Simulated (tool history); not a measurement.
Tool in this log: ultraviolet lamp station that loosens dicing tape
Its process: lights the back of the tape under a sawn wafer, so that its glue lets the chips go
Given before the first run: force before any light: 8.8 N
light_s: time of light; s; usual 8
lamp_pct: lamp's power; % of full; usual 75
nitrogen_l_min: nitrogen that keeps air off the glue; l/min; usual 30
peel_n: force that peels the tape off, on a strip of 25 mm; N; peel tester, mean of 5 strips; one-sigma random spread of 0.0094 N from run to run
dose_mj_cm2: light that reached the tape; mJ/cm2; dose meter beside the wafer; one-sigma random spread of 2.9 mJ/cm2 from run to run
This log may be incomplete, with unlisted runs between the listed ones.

run 1 day=0.000 | light_s=8 lamp_pct=75 nitrogen_l_min=30 | peel_n=0.551 dose_mj_cm2=350
run 2 day=1.658 | light_s=8 lamp_pct=75 nitrogen_l_min=30 | peel_n=0.556 dose_mj_cm2=346
run 3 day=2.942 | light_s=8 lamp_pct=75 nitrogen_l_min=30 | peel_n=0.583 dose_mj_cm2=344
run 4 day=5.279 | light_s=8 lamp_pct=75 nitrogen_l_min=30 | peel_n=0.585 dose_mj_cm2=340
run 5 day=6.796 | light_s=8 lamp_pct=75 nitrogen_l_min=30 | peel_n=0.604 dose_mj_cm2=333
run 6 day=8.758 | light_s=8 lamp_pct=77 nitrogen_l_min=30 | peel_n=0.610 dose_mj_cm2=334
run 7 day=11.254 | light_s=8 lamp_pct=77 nitrogen_l_min=30 | peel_n=0.611 dose_mj_cm2=334
run 8 day=12.283 | light_s=7 lamp_pct=75 nitrogen_l_min=30 | peel_n=0.852 dose_mj_cm2=281
run 9 day=14.775 | light_s=7 lamp_pct=75 nitrogen_l_min=30 | peel_n=0.928 dose_mj_cm2=276
run 10 day=16.867 | light_s=7 lamp_pct=75 nitrogen_l_min=30 | peel_n=0.945 dose_mj_cm2=272
run 11 day=19.158 | light_s=7 lamp_pct=75 nitrogen_l_min=30 | peel_n=0.970 dose_mj_cm2=268
run 12 day=20.975 | light_s=7 lamp_pct=75 nitrogen_l_min=30 | peel_n=1.002 dose_mj_cm2=265
-- day=21.425 window cleaned of glue's vapour
run 13 day=22.646 | light_s=8 lamp_pct=75 nitrogen_l_min=30 | peel_n=0.688 dose_mj_cm2=314
run 14 day=25.142 | light_s=11 lamp_pct=75 nitrogen_l_min=30 | peel_n=0.372 dose_mj_cm2=425
run 15 day=26.892 | light_s=8 lamp_pct=75 nitrogen_l_min=30 | peel_n=0.759 dose_mj_cm2=305
run 16 day=28.896 | light_s=8 lamp_pct=75 nitrogen_l_min=30 | peel_n=0.752 dose_mj_cm2=297
run 17 day=30.146 | light_s=8 lamp_pct=75 nitrogen_l_min=30 | peel_n=0.760 dose_mj_cm2=295
run 18 day=31.912 | light_s=8 lamp_pct=76 nitrogen_l_min=30 | peel_n=0.754 dose_mj_cm2=301
run 19 day=33.442 | light_s=8 lamp_pct=75 nitrogen_l_min=30 | peel_n=0.788 dose_mj_cm2=291
run 20 day=35.967 | light_s=8 lamp_pct=75 nitrogen_l_min=30 | peel_n=0.851 dose_mj_cm2=286
run 21 day=38.121 | light_s=8 lamp_pct=75 nitrogen_l_min=35 | peel_n=0.820 dose_mj_cm2=284
run 22 day=40.233 | light_s=6 lamp_pct=69 nitrogen_l_min=49 | peel_n=1.386 dose_mj_cm2=191
run 23 day=42.429 | light_s=6 lamp_pct=69 nitrogen_l_min=49 | peel_n=1.453 dose_mj_cm2=188
run 24 day=44.925 | light_s=6 lamp_pct=69 nitrogen_l_min=49 | peel_n=1.484 dose_mj_cm2=183
run 25 day=46.662 | light_s=6 lamp_pct=69 nitrogen_l_min=49 | peel_n=1.508 dose_mj_cm2=184
run 26 day=48.829 | light_s=6 lamp_pct=69 nitrogen_l_min=49 | peel_n=1.515 dose_mj_cm2=179
-- day=50.200 window cleaned of glue's vapour
run 27 day=51.233 | light_s=6 lamp_pct=69 nitrogen_l_min=49 | peel_n=1.494 dose_mj_cm2=185
run 28 day=53.621 | light_s=8 lamp_pct=71 nitrogen_l_min=10 | peel_n=2.009 dose_mj_cm2=250
run 29 day=55.650 | light_s=8 lamp_pct=71 nitrogen_l_min=10 | peel_n=2.146 dose_mj_cm2=249
run 30 day=57.538 | light_s=8 lamp_pct=71 nitrogen_l_min=10 | peel_n=2.125 dose_mj_cm2=237
-- day=60.058 lamp changed
run 31 day=60.121 | light_s=8 lamp_pct=71 nitrogen_l_min=10 | peel_n=0.956 dose_mj_cm2=381
run 32 day=61.350 | light_s=8 lamp_pct=90 nitrogen_l_min=27 | peel_n=0.320 dose_mj_cm2=483
run 33 day=62.579 | light_s=5 lamp_pct=97 nitrogen_l_min=18 | peel_n=0.950 dose_mj_cm2=325
run 34 day=63.721 | light_s=5 lamp_pct=97 nitrogen_l_min=18 | peel_n=0.922 dose_mj_cm2=320
run 35 day=65.283 | light_s=5 lamp_pct=97 nitrogen_l_min=18 | peel_n=0.941 dose_mj_cm2=314
run 36 day=67.588 | light_s=8 lamp_pct=75 nitrogen_l_min=43 | peel_n=0.380 dose_mj_cm2=386
run 37 day=68.621 | light_s=8 lamp_pct=75 nitrogen_l_min=43 | peel_n=0.377 dose_mj_cm2=388
run 38 day=71.062 | light_s=8 lamp_pct=67 nitrogen_l_min=30 | peel_n=0.627 dose_mj_cm2=336
run 39 day=72.346 | light_s=8 lamp_pct=62 nitrogen_l_min=21 | peel_n=0.885 dose_mj_cm2=310
run 40 day=74.617 | light_s=15 lamp_pct=89 nitrogen_l_min=31 | peel_n=0.195 dose_mj_cm2=818
run 41 day=76.967 | light_s=15 lamp_pct=97 nitrogen_l_min=31 | peel_n=0.199 dose_mj_cm2=887
-- day=79.004 window cleaned of glue's vapour
run 42 day=79.133 | light_s=8 lamp_pct=82 nitrogen_l_min=16 | peel_n=0.598 dose_mj_cm2=414

For each run, the measured value with the value that run would have given without the tool's hidden condition subtracted. The run-to-run variation is shared by both, the gauge scatter possibly not:
The tool's hidden condition here consists of: lamp's light, % of a new lamp's; light that the window lets through, % of a clean one's; drift of the gauge itself on peel_n, %; drift of the gauge itself on dose_mj_cm2, %.
run=1 peel_n=+0.156 dose_mj_cm2=-63
run=2 peel_n=+0.168 dose_mj_cm2=-66
run=3 peel_n=+0.183 dose_mj_cm2=-70
run=4 peel_n=+0.199 dose_mj_cm2=-75
run=5 peel_n=+0.212 dose_mj_cm2=-78
run=6 peel_n=+0.225 dose_mj_cm2=-85
run=7 peel_n=+0.238 dose_mj_cm2=-91
run=8 peel_n=+0.342 dose_mj_cm2=-80
run=9 peel_n=+0.391 dose_mj_cm2=-84
run=10 peel_n=+0.411 dose_mj_cm2=-89
run=11 peel_n=+0.440 dose_mj_cm2=-94
run=12 peel_n=+0.472 dose_mj_cm2=-97
run=13 peel_n=+0.292 dose_mj_cm2=-97
run=14 peel_n=+0.134 dose_mj_cm2=-142
run=15 peel_n=+0.349 dose_mj_cm2=-107
run=16 peel_n=+0.356 dose_mj_cm2=-112
run=17 peel_n=+0.371 dose_mj_cm2=-114
run=18 peel_n=+0.381 dose_mj_cm2=-121
run=19 peel_n=+0.407 dose_mj_cm2=-123
run=20 peel_n=+0.441 dose_mj_cm2=-128
run=21 peel_n=+0.446 dose_mj_cm2=-132
run=22 peel_n=+0.745 dose_mj_cm2=-95
run=23 peel_n=+0.803 dose_mj_cm2=-99
run=24 peel_n=+0.834 dose_mj_cm2=-101
run=25 peel_n=+0.865 dose_mj_cm2=-105
run=26 peel_n=+0.888 dose_mj_cm2=-108
run=27 peel_n=+0.836 dose_mj_cm2=-101
run=28 peel_n=+1.070 dose_mj_cm2=-144
run=29 peel_n=+1.173 dose_mj_cm2=-148
run=30 peel_n=+1.180 dose_mj_cm2=-151
run=31 peel_n=+0.043 dose_mj_cm2=-9
run=32 peel_n=+0.016 dose_mj_cm2=-15
run=33 peel_n=+0.071 dose_mj_cm2=-13
run=34 peel_n=+0.081 dose_mj_cm2=-15
run=35 peel_n=+0.098 dose_mj_cm2=-18
run=36 peel_n=+0.046 dose_mj_cm2=-28
run=37 peel_n=+0.049 dose_mj_cm2=-30
run=38 peel_n=+0.108 dose_mj_cm2=-33
run=39 peel_n=+0.162 dose_mj_cm2=-32
run=40 peel_n=+0.003 dose_mj_cm2=-100
run=41 peel_n=+0.002 dose_mj_cm2=-122
run=42 peel_n=+0.102 dose_mj_cm2=-39
